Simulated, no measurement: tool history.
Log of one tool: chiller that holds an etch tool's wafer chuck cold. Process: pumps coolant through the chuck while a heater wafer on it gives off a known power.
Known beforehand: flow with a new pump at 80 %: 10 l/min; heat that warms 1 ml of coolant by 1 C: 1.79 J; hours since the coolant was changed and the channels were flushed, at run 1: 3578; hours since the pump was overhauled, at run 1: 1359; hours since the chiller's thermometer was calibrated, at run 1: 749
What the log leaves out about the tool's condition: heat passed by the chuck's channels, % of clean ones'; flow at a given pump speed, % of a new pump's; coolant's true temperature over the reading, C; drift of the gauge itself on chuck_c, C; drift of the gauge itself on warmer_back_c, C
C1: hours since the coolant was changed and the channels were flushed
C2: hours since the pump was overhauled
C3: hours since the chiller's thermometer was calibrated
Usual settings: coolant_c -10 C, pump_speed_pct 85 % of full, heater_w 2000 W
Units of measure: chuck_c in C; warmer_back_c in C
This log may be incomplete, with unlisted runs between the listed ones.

Run 1, hour 0.0: usual settings; C1 3578; C2 1359; C3 749. Result: chuck_c 9.0 C, warmer_back_c 6.26 C.
Run 2, hour 21.3: usual settings but pump_speed_pct 75 % of full; C1 3600; C2 1381; C3 770. Result: chuck_c 11.2 C, warmer_back_c 7.21 C.
Run 3, hour 47.0: usual settings but pump_speed_pct 75 % of full; C1 3625; C2 1406; C3 796. Result: chuck_c 11.3 C, warmer_back_c 7.14 C.
Run 4, hour 67.4: usual settings but pump_speed_pct 75 % of full; C1 3646; C2 1427; C3 816. Result: chuck_c 11.3 C, warmer_back_c 7.14 C.
Run 5, hour 83.0: usual settings but pump_speed_pct 75 % of full, heater_w 1228 W; C1 3661; C2 1442; C3 832. Result: chuck_c 3.1 C, warmer_back_c 4.36 C.
Run 6, hour 105.2: usual settings but coolant_c -13 C, pump_speed_pct 75 % of full, heater_w 1228 W; C1 3684; C2 1465; C3 854. Result: chuck_c 0.0 C, warmer_back_c 4.33 C.
Run 7, hour 120.1: usual settings but coolant_c -13 C, pump_speed_pct 75 % of full, heater_w 1228 W; C1 3699; C2 1479; C3 869. Result: chuck_c 0.0 C, warmer_back_c 4.31 C.
Run 8, hour 152.0: usual settings but coolant_c -13 C, pump_speed_pct 75 % of full, heater_w 1228 W; C1 3730; C2 1511; C3 901. Result: chuck_c 0.0 C, warmer_back_c 4.23 C.
Run 9, hour 187.8: usual settings but coolant_c -13 C, pump_speed_pct 75 % of full, heater_w 1228 W; C1 3766; C2 1547; C3 936. Result: chuck_c 0.1 C, warmer_back_c 4.20 C.
Run 10, hour 208.6: usual settings but coolant_c -13 C, pump_speed_pct 82 % of full, heater_w 1228 W; C1 3787; C2 1568; C3 957. Result: chuck_c -1.0 C, warmer_back_c 3.80 C.
Run 11, hour 239.2: usual settings but coolant_c -13 C, pump_speed_pct 82 % of full, heater_w 1228 W; C1 3818; C2 1599; C3 988. Result: chuck_c -0.8 C, warmer_back_c 3.71 C.
Run 12, hour 259.3: usual settings but coolant_c -13 C, pump_speed_pct 82 % of full, heater_w 1228 W; C1 3838; C2 1619; C3 1008. Result: chuck_c -0.8 C, warmer_back_c 3.71 C.
Run 13, hour 277.4: usual settings; C1 3856; C2 1637; C3 1026. Result: chuck_c 9.4 C, warmer_back_c 5.92 C.
Run 14, hour 296.6: usual settings; C1 3875; C2 1656; C3 1045. Result: chuck_c 9.2 C, warmer_back_c 5.94 C.
Run 15, hour 328.1: usual settings but coolant_c -9 C; C1 3907; C2 1687; C3 1077. Result: chuck_c 10.2 C, warmer_back_c 5.88 C.
Run 16, hour 350.4: usual settings; C1 3929; C2 1710; C3 1099. Result: chuck_c 9.2 C, warmer_back_c 5.94 C.

Estimate the outcome of run 17 from the log above:
Run 17, hour 385.5: usual settings but pump_speed_pct 87 % of full, heater_w 2432 W; C1 3964; C2 1745; C3 1134. Result: chuck_c ?, warmer_back_c ?.

Logged for run 17: chuck_c 13.2 C, warmer_back_c 6.99 C.
On a tool with no hidden condition, and with the same random variation, this run would have come out at chuck_c 13.2 C, warmer_back_c 7.43 C.

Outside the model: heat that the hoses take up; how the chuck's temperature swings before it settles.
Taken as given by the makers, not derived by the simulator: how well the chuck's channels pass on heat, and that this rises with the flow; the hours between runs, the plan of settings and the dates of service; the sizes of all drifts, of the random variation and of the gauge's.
